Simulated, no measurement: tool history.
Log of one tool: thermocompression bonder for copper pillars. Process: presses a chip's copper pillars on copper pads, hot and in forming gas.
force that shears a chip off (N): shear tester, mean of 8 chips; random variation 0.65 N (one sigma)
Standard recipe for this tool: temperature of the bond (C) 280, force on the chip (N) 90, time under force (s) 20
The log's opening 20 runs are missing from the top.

run	hour	temperature of the bond (C)	force on the chip (N)	time under force (s)	hours of work since the heater was calibrated	hours of work since the force cell was calibrated	hours of work since the gas filter was changed	force that shears a chip off (N)
# hour 959.8: forming gas filter changed
21	972.5	280	90	20	969	358	8	56.9
22	1024.4	280	90	20	1000	390	40	58
23	1073.4	305	90	23	1030	420	70	73.3
24	1113.1	305	90	23	1055	445	94	71.7
25	1161.6	301	85	55	1084	474	124	81.3
26	1199.6	277	123	16	1108	498	147	65.5
27	1233	277	123	16	1128	518	167	64.8
28	1285.6	255	58	16	1160	550	200	24.8
29	1328	255	58	16	1186	576	226	23.7
# hour 1360.5: forming gas filter changed
30	1378.8	288	90	20	1217	607	11	61.9
31	1409.7	291	123	38	1236	626	30	87.4
32	1456.2	262	90	13	1265	655	59	40
33	1523.4	262	90	13	1306	696	100	39.8
34	1586.8	262	90	13	1345	735	139	40.5
35	1642.3	280	90	11	1379	769	173	45.8
36	1692.6	262	89	50	1410	800	204	60.1
37	1728.8	262	89	50	1432	822	226	61.2
# hour 1764: forming gas filter changed
38	1776.9	262	103	55	1461	851	8	72.5
# hour 1847.5: heater calibrated with a thermocouple chip
39	1852.1	262	103	55	3	896	53	80.6
40	1910.1	262	65	55	38	931	88	56.3

Predict each of these 3 candidate next runs independently; none follows another, all start after run 40:
A	1966.3	294	80	40	73	966	123	?
B	1966.3	304	94	55	73	966	123	?
C	1966.3	280	128	20	73	966	123	?

run	force that shears a chip off (N)
A	77.3
B	91
C	79
Without the tool's unlogged condition, the same runs would have read:
run	force that shears a chip off (N)
A	74.9
B	90.3
C	76.8

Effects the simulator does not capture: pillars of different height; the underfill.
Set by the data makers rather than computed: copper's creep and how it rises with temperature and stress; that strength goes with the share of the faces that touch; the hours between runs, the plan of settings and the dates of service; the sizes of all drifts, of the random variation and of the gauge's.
